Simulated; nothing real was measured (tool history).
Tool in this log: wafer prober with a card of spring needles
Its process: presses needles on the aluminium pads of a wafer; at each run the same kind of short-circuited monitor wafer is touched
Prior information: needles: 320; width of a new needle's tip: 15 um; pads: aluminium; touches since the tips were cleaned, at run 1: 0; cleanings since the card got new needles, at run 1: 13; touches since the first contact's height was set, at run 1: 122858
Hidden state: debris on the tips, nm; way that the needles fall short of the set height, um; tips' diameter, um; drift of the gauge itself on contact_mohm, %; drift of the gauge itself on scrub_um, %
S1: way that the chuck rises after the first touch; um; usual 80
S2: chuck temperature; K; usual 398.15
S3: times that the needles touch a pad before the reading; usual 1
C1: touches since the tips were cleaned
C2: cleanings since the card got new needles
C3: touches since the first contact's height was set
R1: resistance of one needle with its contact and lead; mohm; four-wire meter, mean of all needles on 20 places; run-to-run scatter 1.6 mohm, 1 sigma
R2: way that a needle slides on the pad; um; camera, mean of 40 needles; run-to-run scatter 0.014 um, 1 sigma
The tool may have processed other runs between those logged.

{"run": 1, "hour": 0.0, "S1": 80, "S2": 398.15, "S3": 1, "C1": 0, "C2": 13, "C3": 122858, "R1": 152, "R2": 13.43}
{"run": 2, "hour": 11.0, "S1": 88, "S2": 398.15, "S3": 1, "C1": 6783, "C2": 13, "C3": 129641, "R1": 153, "R2": 14.78}
{"hour": 14.0, "done": "tips cleaned on abrasive film"}
{"hour": 14.3, "done": "height of the first contact set anew"}
{"run": 3, "hour": 21.1, "S1": 80, "S2": 301.15, "S3": 1, "C1": 4192, "C2": 14, "C3": 4192, "R1": 137, "R2": 13.46}
{"hour": 28.5, "done": "tips cleaned on abrasive film"}
{"run": 4, "hour": 38.8, "S1": 80, "S2": 301.15, "S3": 1, "C1": 6313, "C2": 15, "C3": 14997, "R1": 137, "R2": 13.49}
{"hour": 42.9, "done": "tips cleaned on abrasive film"}
{"hour": 56.8, "done": "tips cleaned on abrasive film"}
{"run": 5, "hour": 57.0, "S1": 80, "S2": 301.15, "S3": 1, "C1": 67, "C2": 17, "C3": 26072, "R1": 134, "R2": 13.46}
{"run": 6, "hour": 69.0, "S1": 81, "S2": 301.15, "S3": 1, "C1": 7467, "C2": 17, "C3": 33472, "R1": 136, "R2": 13.66}
{"hour": 70.9, "done": "tips cleaned on abrasive film"}
{"run": 7, "hour": 79.8, "S1": 81, "S2": 301.15, "S3": 1, "C1": 5487, "C2": 18, "C3": 40086, "R1": 136, "R2": 13.69}
{"hour": 85.3, "done": "tips cleaned on abrasive film"}
{"run": 8, "hour": 95.7, "S1": 81, "S2": 301.15, "S3": 1, "C1": 6446, "C2": 19, "C3": 49819, "R1": 137, "R2": 13.69}
{"hour": 99.1, "done": "tips cleaned on abrasive film"}
{"hour": 113.3, "done": "tips cleaned on abrasive film"}
{"run": 9, "hour": 113.4, "S1": 75, "S2": 324.15, "S3": 2, "C1": 32, "C2": 21, "C3": 60539, "R1": 141, "R2": 12.68}
{"run": 10, "hour": 124.5, "S1": 75, "S2": 324.15, "S3": 2, "C1": 6906, "C2": 21, "C3": 67413, "R1": 142, "R2": 12.68}
{"hour": 127.3, "done": "tips cleaned on abrasive film"}
{"hour": 142.6, "done": "tips cleaned on abrasive film"}
{"run": 11, "hour": 144.8, "S1": 75, "S2": 324.15, "S3": 2, "C1": 1378, "C2": 23, "C3": 79773, "R1": 146, "R2": 12.71}
{"hour": 157.4, "done": "tips cleaned on abrasive film"}
{"run": 12, "hour": 160.6, "S1": 75, "S2": 324.15, "S3": 2, "C1": 1944, "C2": 24, "C3": 89439, "R1": 140, "R2": 12.69}
{"hour": 172.0, "done": "tips cleaned on abrasive film"}
{"run": 13, "hour": 175.3, "S1": 75, "S2": 324.15, "S3": 2, "C1": 2069, "C2": 25, "C3": 98443, "R1": 142, "R2": 12.74}
{"hour": 186.4, "done": "tips cleaned on abrasive film"}
{"run": 14, "hour": 196.1, "S1": 82, "S2": 339.15, "S3": 1, "C1": 5996, "C2": 26, "C3": 111184, "R1": 142, "R2": 13.94}
{"hour": 201.0, "done": "tips cleaned on abrasive film"}
{"run": 15, "hour": 208.2, "S1": 78, "S2": 339.15, "S3": 1, "C1": 4441, "C2": 27, "C3": 118537, "R1": 145, "R2": 13.24}
{"hour": 215.3, "done": "tips cleaned on abrasive film"}
{"run": 16, "hour": 219.2, "S1": 84, "S2": 339.15, "S3": 3, "C1": 2388, "C2": 28, "C3": 125249, "R1": 140, "R2": 14.31}

What if the next run were any one of these 5? Each begins from the tool's condition after run 16:
{"hour": 229.1, "done": "tips cleaned on abrasive film"}
{"hour": 229.4, "done": "height of the first contact set anew"}
{"run": "A", "hour": 229.8, "S1": 84, "S2": 339.15, "S3": 2, "C1": 298, "C2": 29, "C3": 298, "R1": "?", "R2": "?"}
{"hour": 229.1, "done": "tips cleaned on abrasive film"}
{"hour": 229.4, "done": "height of the first contact set anew"}
{"run": "B", "hour": 229.8, "S1": 79, "S2": 398.15, "S3": 3, "C1": 298, "C2": 29, "C3": 298, "R1": "?", "R2": "?"}
{"hour": 229.1, "done": "tips cleaned on abrasive film"}
{"hour": 229.4, "done": "height of the first contact set anew"}
{"run": "C", "hour": 229.8, "S1": 66, "S2": 386.15, "S3": 3, "C1": 298, "C2": 29, "C3": 298, "R1": "?", "R2": "?"}
{"hour": 229.1, "done": "tips cleaned on abrasive film"}
{"hour": 229.4, "done": "height of the first contact set anew"}
{"run": "D", "hour": 229.8, "S1": 88, "S2": 339.15, "S3": 3, "C1": 298, "C2": 29, "C3": 298, "R1": "?", "R2": "?"}
{"hour": 229.1, "done": "tips cleaned on abrasive film"}
{"hour": 229.4, "done": "height of the first contact set anew"}
{"run": "E", "hour": 229.8, "S1": 94, "S2": 367.15, "S3": 2, "C1": 298, "C2": 29, "C3": 298, "R1": "?", "R2": "?"}

run=A R1=141 R2=14.32
run=B R1=152 R2=13.47
run=C R1=156 R2=11.25
run=D R1=137 R2=14.96
run=E R1=146 R2=15.98
Without the tool's unlogged condition, the same runs would have read:
run=A R1=141 R2=14.15
run=B R1=152 R2=13.31
run=C R1=156 R2=11.11
run=D R1=137 R2=14.77
run=E R1=146 R2=15.78
